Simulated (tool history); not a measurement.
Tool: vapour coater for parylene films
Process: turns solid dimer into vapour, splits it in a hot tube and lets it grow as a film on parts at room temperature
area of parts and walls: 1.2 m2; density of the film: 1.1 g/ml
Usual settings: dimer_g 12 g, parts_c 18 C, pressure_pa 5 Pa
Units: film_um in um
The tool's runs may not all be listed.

Run 1, hour 0: usual settings. Result: film_um 4.85 um.
Run 2, hour 53.8: usual settings. Result: film_um 4.85 um.
Run 3, hour 107.1: usual settings. Result: film_um 4.85 um.
Run 4, hour 166.9: usual settings. Result: film_um 4.84 um.
Run 5, hour 223.1: usual settings. Result: film_um 4.82 um.
Run 6, hour 281.9: usual settings but parts_c 20 C. Result: film_um 4.61 um.
Run 7, hour 340: usual settings but parts_c 20 C. Result: film_um 4.59 um.
Run 8, hour 386.8: usual settings but parts_c 20 C. Result: film_um 4.61 um.
Run 9, hour 440.6: usual settings but parts_c 20 C. Result: film_um 4.6 um.
Run 10, hour 478: usual settings but parts_c 20 C. Result: film_um 4.57 um.
Run 11, hour 525.7: usual settings. Result: film_um 4.74 um.
Run 12, hour 568.5: usual settings but parts_c 15 C. Result: film_um 5.07 um.
Run 13, hour 607.6: usual settings but parts_c 15 C. Result: film_um 5.04 um.
Run 14, hour 655: usual settings but parts_c 15 C. Result: film_um 5.02 um.
Run 15, hour 698.5: usual settings. Result: film_um 4.7 um.
Run 16, hour 746.4: usual settings. Result: film_um 4.71 um.
Run 17, hour 810: usual settings. Result: film_um 4.66 um.
Run 18, hour 873.7: usual settings. Result: film_um 4.7 um.
Run 19, hour 935.5: usual settings. Result: film_um 4.68 um.
Run 20, hour 982.8: usual settings but parts_c 22 C, pressure_pa 9.03 Pa. Result: film_um 3.72 um.
Run 21, hour 1041.4: usual settings but parts_c 15 C, pressure_pa 4.58 Pa. Result: film_um 5.01 um.
Run 22, hour 1101.4: usual settings but dimer_g 5 g, parts_c 12 C, pressure_pa 2.26 Pa. Result: film_um 2.76 um.
Run 23, hour 1138.5: usual settings but dimer_g 6 g, parts_c 19 C, pressure_pa 2.26 Pa. Result: film_um 2.85 um.
Run 24, hour 1187.8: usual settings but parts_c 13 C, pressure_pa 2.38 Pa. Result: film_um 6.44 um.
Run 25, hour 1232.7: usual settings but parts_c 13 C, pressure_pa 2.38 Pa. Result: film_um 6.34 um.
Run 26, hour 1262: usual settings but pressure_pa 9.22 Pa. Result: film_um 4.21 um.
Run 27, hour 1288.1: usual settings but pressure_pa 9.22 Pa. Result: film_um 4.21 um.
Run 28, hour 1318.5: usual settings but pressure_pa 9.22 Pa. Result: film_um 4.21 um.
Run 29, hour 1367.8: usual settings but dimer_g 6 g, pressure_pa 9.22 Pa. Result: film_um 2.11 um.
Run 30, hour 1427.8: usual settings but pressure_pa 5.45 Pa. Result: film_um 4.73 um.
Run 31, hour 1488.3: usual settings but dimer_g 8 g, parts_c 15 C, pressure_pa 7.2 Pa. Result: film_um 3.13 um.
Run 32, hour 1552.5: usual settings but parts_c 23 C, pressure_pa 4.44 Pa. Result: film_um 4.44 um.
Run 33, hour 1580.1: usual settings but dimer_g 8 g, parts_c 22 C, pressure_pa 10.6 Pa. Result: film_um 2.49 um.
Run 34, hour 1622.8: usual settings but pressure_pa 3.17 Pa. Result: film_um 5.27 um.
Run 35, hour 1673.3: usual settings but pressure_pa 3.17 Pa. Result: film_um 5.29 um.
Run 36, hour 1717.3: usual settings but pressure_pa 3.17 Pa. Result: film_um 5.23 um.
Run 37, hour 1766.7: usual settings but pressure_pa 3.17 Pa. Result: film_um 5.27 um.
Run 38, hour 1820.2: usual settings but pressure_pa 4.19 Pa. Result: film_um 4.9 um.

Not shown: 3 entries that the log had between the listed runs. Between which runs, and how does the tool's hidden state differ before and after?
Between runs 17 and 18: table's thermometer calibrated (hour 815.2)
  vapour lost through the trap's worn valve, %: 5 -> 5.3; true temperature of the parts over the reading, C: -0.34 -> -0.48
  measured less the result without the state, film_um: -0.21 -> -0.22 um
Between runs 19 and 20: table's thermometer calibrated, once more (hour 971.9)
  vapour lost through the trap's worn valve, %: 5.7 -> 5.9; true temperature of the parts over the reading, C: -0.49 -> 0.13
  measured less the result without the state, film_um: -0.23 -> -0.25 um
Between runs 21 and 22: trap's valve overhauled (hour 1086.7)
  vapour lost through the trap's worn valve, %: 6.2 -> 0.2; true temperature of the parts over the reading, C: 0.12 -> 0.11
  measured less the result without the state, film_um: -0.34 -> -0.01 um
